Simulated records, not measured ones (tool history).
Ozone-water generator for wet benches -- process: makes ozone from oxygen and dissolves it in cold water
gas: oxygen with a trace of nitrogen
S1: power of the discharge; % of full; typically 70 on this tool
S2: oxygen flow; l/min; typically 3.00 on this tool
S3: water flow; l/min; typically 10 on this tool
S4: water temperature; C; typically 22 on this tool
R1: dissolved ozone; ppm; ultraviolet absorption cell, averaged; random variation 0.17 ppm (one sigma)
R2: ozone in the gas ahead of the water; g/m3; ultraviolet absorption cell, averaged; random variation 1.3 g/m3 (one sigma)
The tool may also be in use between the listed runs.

{"run": 1, "day": 0.0, "S1": 70, "S2": 3.0, "S3": 10, "S4": 22, "R1": 22.3, "R2": 238.6}
{"run": 2, "day": 1.712, "S1": 70, "S2": 3.0, "S3": 10, "S4": 22, "R1": 22.5, "R2": 237.8}
{"run": 3, "day": 5.546, "S1": 70, "S2": 3.0, "S3": 8, "S4": 22, "R1": 26.5, "R2": 237.6}
{"run": 4, "day": 8.512, "S1": 70, "S2": 3.0, "S3": 8, "S4": 22, "R1": 26.2, "R2": 238.7}
{"run": 5, "day": 10.954, "S1": 70, "S2": 3.0, "S3": 8, "S4": 22, "R1": 26.4, "R2": 237.2}
{"run": 6, "day": 14.604, "S1": 70, "S2": 3.0, "S3": 10, "S4": 19, "R1": 23.3, "R2": 234.8}
{"day": 17.525, "done": "contactor cleaned"}
{"run": 7, "day": 18.658, "S1": 70, "S2": 3.0, "S3": 10, "S4": 19, "R1": 23.6, "R2": 235.7}
{"run": 8, "day": 21.867, "S1": 70, "S2": 3.0, "S3": 10, "S4": 22, "R1": 22.1, "R2": 236.3}
{"run": 9, "day": 25.65, "S1": 70, "S2": 3.0, "S3": 10, "S4": 22, "R1": 22.0, "R2": 232.7}
{"run": 10, "day": 29.479, "S1": 70, "S2": 3.0, "S3": 10, "S4": 22, "R1": 22.3, "R2": 234.3}
{"run": 11, "day": 31.492, "S1": 70, "S2": 3.0, "S3": 10, "S4": 22, "R1": 21.9, "R2": 232.4}
{"run": 12, "day": 33.262, "S1": 70, "S2": 3.0, "S3": 10, "S4": 22, "R1": 22.3, "R2": 233.3}
{"run": 13, "day": 35.283, "S1": 70, "S2": 3.0, "S3": 10, "S4": 24, "R1": 21.7, "R2": 235.5}
{"run": 14, "day": 38.792, "S1": 70, "S2": 3.0, "S3": 10, "S4": 24, "R1": 21.4, "R2": 233.2}
{"run": 15, "day": 42.125, "S1": 70, "S2": 3.0, "S3": 10, "S4": 29, "R1": 19.6, "R2": 231.2}
{"day": 44.083, "done": "gauge calibrated"}
{"run": 16, "day": 45.288, "S1": 47, "S2": 3.0, "S3": 10, "S4": 22, "R1": 15.8, "R2": 174.8}
{"run": 17, "day": 46.946, "S1": 47, "S2": 3.0, "S3": 10, "S4": 22, "R1": 16.2, "R2": 174.3}
{"run": 18, "day": 50.875, "S1": 47, "S2": 3.0, "S3": 10, "S4": 22, "R1": 16.1, "R2": 173.6}
{"run": 19, "day": 54.908, "S1": 47, "S2": 3.0, "S3": 10, "S4": 22, "R1": 16.2, "R2": 173.5}
{"run": 20, "day": 57.258, "S1": 47, "S2": 3.0, "S3": 10, "S4": 22, "R1": 16.3, "R2": 172.4}
{"run": 21, "day": 59.512, "S1": 89, "S2": 3.0, "S3": 10, "S4": 19, "R1": 28.4, "R2": 286.8}
{"run": 22, "day": 62.292, "S1": 70, "S2": 3.0, "S3": 8, "S4": 16, "R1": 28.9, "R2": 236.6}
{"run": 23, "day": 65.762, "S1": 64, "S2": 3.0, "S3": 12, "S4": 16, "R1": 19.5, "R2": 219.8}
{"run": 24, "day": 69.333, "S1": 88, "S2": 5.37, "S3": 10, "S4": 14, "R1": 33.0, "R2": 233.0}
{"run": 25, "day": 71.225, "S1": 69, "S2": 2.6, "S3": 13, "S4": 16, "R1": 18.4, "R2": 242.2}
{"run": 26, "day": 73.825, "S1": 69, "S2": 2.6, "S3": 13, "S4": 16, "R1": 18.5, "R2": 242.2}
{"run": 27, "day": 77.162, "S1": 69, "S2": 2.6, "S3": 13, "S4": 16, "R1": 18.7, "R2": 242.0}
{"run": 28, "day": 79.738, "S1": 61, "S2": 4.11, "S3": 13, "S4": 30, "R1": 14.5, "R2": 189.9}
{"run": 29, "day": 81.625, "S1": 73, "S2": 2.37, "S3": 11, "S4": 22, "R1": 20.1, "R2": 261.0}
{"run": 30, "day": 83.292, "S1": 70, "S2": 2.1, "S3": 14, "S4": 28, "R1": 14.1, "R2": 264.3}

Predict each of these 5 candidate next runs independently; none follows another, all start after run 30:
{"run": "A", "day": 86.283, "S1": 70, "S2": 2.04, "S3": 10, "S4": 19, "R1": "?", "R2": "?"}
{"run": "B", "day": 86.283, "S1": 70, "S2": 2.1, "S3": 14, "S4": 28, "R1": "?", "R2": "?"}
{"run": "C", "day": 86.283, "S1": 70, "S2": 2.1, "S3": 15, "S4": 15, "R1": "?", "R2": "?"}
{"run": "D", "day": 86.283, "S1": 70, "S2": 3.0, "S3": 10, "S4": 20, "R1": "?", "R2": "?"}
{"run": "E", "day": 86.283, "S1": 70, "S2": 3.0, "S3": 13, "S4": 14, "R1": "?", "R2": "?"}

run=A R1=21.4 R2=264.2
run=B R1=14.2 R2=260.1
run=C R1=15.2 R2=261.7
run=D R1=22.8 R2=232.2
run=E R1=20.2 R2=233.2
Had the tool no hidden state, the same runs would have come out as:
run=A R1=21.4 R2=272.0
run=B R1=14.2 R2=267.8
run=C R1=15.2 R2=269.4
run=D R1=22.9 R2=239.0
run=E R1=20.2 R2=240.1

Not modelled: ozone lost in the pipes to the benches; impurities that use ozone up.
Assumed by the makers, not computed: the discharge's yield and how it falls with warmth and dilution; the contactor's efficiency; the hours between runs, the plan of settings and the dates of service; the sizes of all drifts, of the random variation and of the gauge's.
